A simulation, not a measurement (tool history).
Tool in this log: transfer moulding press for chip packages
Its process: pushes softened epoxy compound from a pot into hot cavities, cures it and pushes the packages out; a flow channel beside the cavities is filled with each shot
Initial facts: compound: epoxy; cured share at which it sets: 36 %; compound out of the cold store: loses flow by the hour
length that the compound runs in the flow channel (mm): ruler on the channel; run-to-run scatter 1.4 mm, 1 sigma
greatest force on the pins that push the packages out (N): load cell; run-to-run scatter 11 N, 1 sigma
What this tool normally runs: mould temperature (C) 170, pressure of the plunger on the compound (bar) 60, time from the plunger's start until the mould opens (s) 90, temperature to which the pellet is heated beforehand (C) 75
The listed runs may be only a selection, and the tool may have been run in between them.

| run | day | mould temperature (C) | pressure of the plunger on the compound (bar) | time from the plunger's start until the mould opens (s) | temperature to which the pellet is heated beforehand (C) | incoming compound's hours out of the cold store | length that the compound runs in the flow channel (mm) | greatest force on the pins that push the packages out (N) |
|---|---|---|---|---|---|---|---|---|
| 1 | 0 | 170 | 60 | 90 | 75 | 26.8 | 484 | 861 |
|  | 0.404 | cavities cleaned with cleaning compound and waxed |
| 2 | 0.933 | 171 | 60 | 90 | 75 | 34.8 | 464 | 618 |
|  | 1.483 | plunger's sealing rings changed |
| 3 | 1.579 | 171 | 60 | 90 | 75 | 35.1 | 486 | 723 |
| 4 | 2.212 | 171 | 64.3 | 90 | 75 | 41.3 | 489 | 796 |
|  | 2.854 | cavities cleaned with cleaning compound and waxed |
| 5 | 3.225 | 171 | 64.3 | 90 | 75 | 31.4 | 512 | 576 |
| 6 | 4.179 | 171 | 64.3 | 90 | 75 | 29.7 | 513 | 769 |
| 7 | 4.871 | 170 | 60 | 90 | 83 | 44.6 | 465 | 832 |
|  | 5.171 | cavities cleaned with cleaning compound and waxed |
| 8 | 5.792 | 170 | 60 | 90 | 71 | 15.6 | 526 | 700 |
| 9 | 6.754 | 170 | 60 | 90 | 75 | 24.9 | 505 | 851 |
|  | 7.475 | cavities cleaned with cleaning compound and waxed |
| 10 | 7.812 | 170 | 60 | 90 | 75 | 28.4 | 494 | 610 |
| 11 | 8.338 | 170 | 60 | 90 | 75 | 25.6 | 498 | 718 |
| 12 | 8.804 | 170 | 60 | 83 | 75 | 26.6 | 496 | 953 |
|  | 9.788 | cavities cleaned with cleaning compound and waxed |
| 13 | 9.892 | 170 | 60 | 83 | 75 | 46.3 | 459 | 605 |
| 14 | 10.979 | 170 | 60 | 97 | 75 | 16.8 | 514 | 687 |
| 15 | 11.754 | 170 | 60 | 118 | 79 | 26.1 | 495 | 668 |
|  | 12.1 | cavities cleaned with cleaning compound and waxed |
| 16 | 12.546 | 170 | 60 | 75 | 79 | 14.3 | 520 | 1001 |
| 17 | 13.033 | 169 | 60 | 106 | 79 | 28.8 | 490 | 609 |
| 18 | 13.933 | 171 | 73 | 105 | 84 | 29.2 | 531 | 668 |
|  | 14.45 | cavities cleaned with cleaning compound and waxed |
| 19 | 14.954 | 171 | 73 | 105 | 84 | 20.5 | 549 | 533 |
| 20 | 15.508 | 171 | 73 | 105 | 84 | 35 | 516 | 620 |

For run 21, what comes out?
| 21 | 16.046 | 165 | 73 | 105 | 84 | 28.6 | ? | ? |

{"run 21": {"length that the compound runs in the flow channel (mm)": 545, "greatest force on the pins that push the packages out (N)": 813}}
Had the tool carried no hidden state, the very same run would have given length that the compound runs in the flow channel (mm) 566, greatest force on the pins that push the packages out (N) 501.
